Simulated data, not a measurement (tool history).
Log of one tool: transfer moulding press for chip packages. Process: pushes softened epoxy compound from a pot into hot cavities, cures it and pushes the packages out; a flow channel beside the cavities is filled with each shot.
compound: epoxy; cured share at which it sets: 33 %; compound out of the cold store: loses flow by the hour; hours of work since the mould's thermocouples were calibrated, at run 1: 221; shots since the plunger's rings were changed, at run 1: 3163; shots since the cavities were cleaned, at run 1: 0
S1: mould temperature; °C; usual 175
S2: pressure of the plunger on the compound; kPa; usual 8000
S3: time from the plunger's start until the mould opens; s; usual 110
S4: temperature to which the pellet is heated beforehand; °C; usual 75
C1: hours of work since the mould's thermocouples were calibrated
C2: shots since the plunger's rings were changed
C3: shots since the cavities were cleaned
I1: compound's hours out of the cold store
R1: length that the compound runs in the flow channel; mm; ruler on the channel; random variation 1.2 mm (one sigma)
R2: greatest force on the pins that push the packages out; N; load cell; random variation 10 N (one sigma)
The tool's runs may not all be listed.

run   hour   S1    S2   S3  S4   C1    C2   C3    I1   R1    R2
  1    0.0  175  8000  110  75  221  3163    0  35.3  463   471
  2   26.9  175  8000  110  75  240  3477  314  19.0  490   695
  3   52.8  175  8000  110  75  259  3779  616  11.2  506   803
      58.9  -- cavities cleaned with cleaning compound and waxed
  4   69.2  175  8000  110  75  269  3953  121  31.4  468   533
      75.3  -- plunger's sealing rings changed
  5   86.7  175  8000  110  75  280   134  296  21.2  507   677
  6  111.1  175  8000  110  75  297   419  581  30.7  488   728
     119.2  -- cavities cleaned with cleaning compound and waxed
  7  134.6  168  8000  110  75  312   675  180   9.7  546  1021
  8  160.6  168  8000  110  75  331   979  484  28.4  505  1181
     178.7  -- cavities cleaned with cleaning compound and waxed
  9  178.7  168  8000  110  75  343  1172    0  20.6  519   798
     195.8  -- mould's thermocouples calibrated
 10  195.8  175  8000  110  75    0  1348  176  21.2  502   661
 11  219.5  175  8000  110  75   17  1624  452  22.3  498   752
     239.3  -- cavities cleaned with cleaning compound and waxed
 12  243.5  175  6850  110  75   33  1886   48  11.7  480   543
 13  268.0  175  6850  110  75   50  2172  334  26.4  452   681
 14  288.4  175  8000  139  75   64  2410  572  39.7  461   627
     296.9  -- cavities cleaned with cleaning compound and waxed
 15  306.6  175  8000  139  75   76  2605  114  26.4  486   446
 16  324.6  175  8000  139  75   89  2815  324  24.5  486   576
 17  336.9  175  8000  139  75   98  2959  468  42.3  455   604
 18  352.3  175  8000  131  75  108  3138  647  19.7  493   661
     356.1  -- cavities cleaned with cleaning compound and waxed
 19  368.2  175  8000  125  70  119  3307  142  41.1  454   512
 20  379.5  175  7930  110  75  127  3438  273  20.3  489   688
 21  405.9  176  7930  110  75  145  3746  581  10.3  505   776
     414.7  -- cavities cleaned with cleaning compound and waxed
     431.5  -- plunger's sealing rings changed
 22  435.9  176  7930  110  75  164    51  218  21.5  502   600

Forecast run 23:
 23  451.1  176  7930  110  75  174  229  396  44.0   ?   ?

{"run 23": {"R1": 459, "R2": 657}}
Without the tool's hidden state the same run would have given R1 460 mm, R2 442 N.
